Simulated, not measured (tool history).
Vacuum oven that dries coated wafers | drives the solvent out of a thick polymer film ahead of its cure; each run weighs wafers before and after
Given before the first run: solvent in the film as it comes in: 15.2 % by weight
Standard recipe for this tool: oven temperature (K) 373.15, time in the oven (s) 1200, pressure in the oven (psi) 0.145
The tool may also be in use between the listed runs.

run    hour  oven temperature (K)  time in the oven (s)  pressure in the oven (psi)  solvent left in the film (%)
  1       0                373.15                  1200                       0.145                          4.32
  2    50.2                373.15                  1200                       0.145                          4.41
  3      77                373.15                  1200                       0.145                          4.38
  4   119.3                373.15                  1200                       0.145                           4.3
  5   157.9                373.15                  1200                       0.145                          4.34
  6   206.5                373.15                  1200                       0.145                          4.35
  7   258.9                373.15                  1200                       0.133                          4.32
  8   312.4                373.15                  1200                       0.235                          4.91
  9   350.1                367.15                  1200                       0.145                          5.84
 10   384.5                367.15                  1200                       0.145                          5.73
 11     421                367.15                  1200                       0.145                          5.79
 12   467.9                367.15                  1200                       0.145                          5.91
 13   495.5                367.15                   660                       0.145                          8.24
 14   530.9                373.15                  1200                       0.445                          6.23
 15   562.1                373.15                  1200                       0.145                          4.34
 16     586                373.15                  1200                       0.145                          4.49
 17   610.2                373.15                  1200                       0.145                           4.5
 18   642.9                373.15                  1200                       0.145                          4.35
 19   695.5                373.15                  1200                       0.187                          4.72
 20     718                373.15                  1200                       0.187                          4.81
 21   746.2                373.15                  1200                       0.187                          4.66
 22   769.1                373.15                  1200                        0.21                          4.75
 23   800.5                373.15                  1200                       0.122                          4.36
 24   839.6                360.15                  1440                         0.1                          6.55
 25   879.4                382.15                   660                         0.1                          4.81
 26   915.4                382.15                   660                         0.1                          4.76
 27   957.2                382.15                   660                       0.161                          5.04
 28   985.1                382.15                   660                       0.161                          4.85
 29    1014                373.15                  1080                       0.251                          5.54
 30  1041.5                378.15                   900                       0.148                          4.49
 31  1096.4                373.15                  1260                       0.255                          4.85
 32  1125.2                373.15                  1260                       0.255                          4.99
 33  1151.2                379.15                  1200                       0.145                          3.18
 34  1206.1                373.15                   780                       0.518                          8.03
 35  1239.1                373.15                   780                       0.518                          8.09
 36  1277.7                384.15                   780                       0.077                           3.6
 37    1332                384.15                   780                       0.077                          3.53
 38  1371.5                384.15                   960                       0.207                          3.29
 39  1398.7                384.15                   960                       0.087                          2.85
 40  1425.2                369.15                  1200                       0.292                           6.3
 41  1480.4                369.15                  1200                       0.292                          6.29
 42    1507                373.15                   720                       0.544                          8.43
 43  1552.4                373.15                   720                       0.544                          8.52
 44    1596                373.15                   780                       0.544                          8.02
 45  1645.6                373.15                   780                       0.544                          8.19

Per-run results on a tool with no hidden state, each run keeping its own random variation:
Hidden conditions of the tool in this case: true wafer temperature over the reading, C; true pressure over the reading, kPa; drift of the gauge itself on solvent_pct, %.
run  solvent left in the film (%)
  1                          4.36
  2                          4.44
  3                          4.41
  4                          4.33
  5                          4.37
  6                          4.37
  7                          4.33
  8                          4.92
  9                          5.83
 10                          5.72
 11                          5.77
 12                          5.88
 13                          8.24
 14                          6.23
 15                          4.31
 16                          4.46
 17                          4.47
 18                          4.32
 19                          4.68
 20                          4.77
 21                          4.61
 22                          4.71
 23                           4.3
 24                           6.4
 25                          4.83
 26                          4.78
 27                          5.05
 28                          4.87
 29                          5.49
 30                          4.46
 31                          4.77
 32                           4.9
 33                          3.09
 34                          8.02
 35                          8.07
 36                          3.57
 37                           3.5
 38                          3.23
 39                          2.77
 40                          6.17
 41                          6.16
 42                           8.4
 43                          8.49
 44                          7.98
 45                          8.14
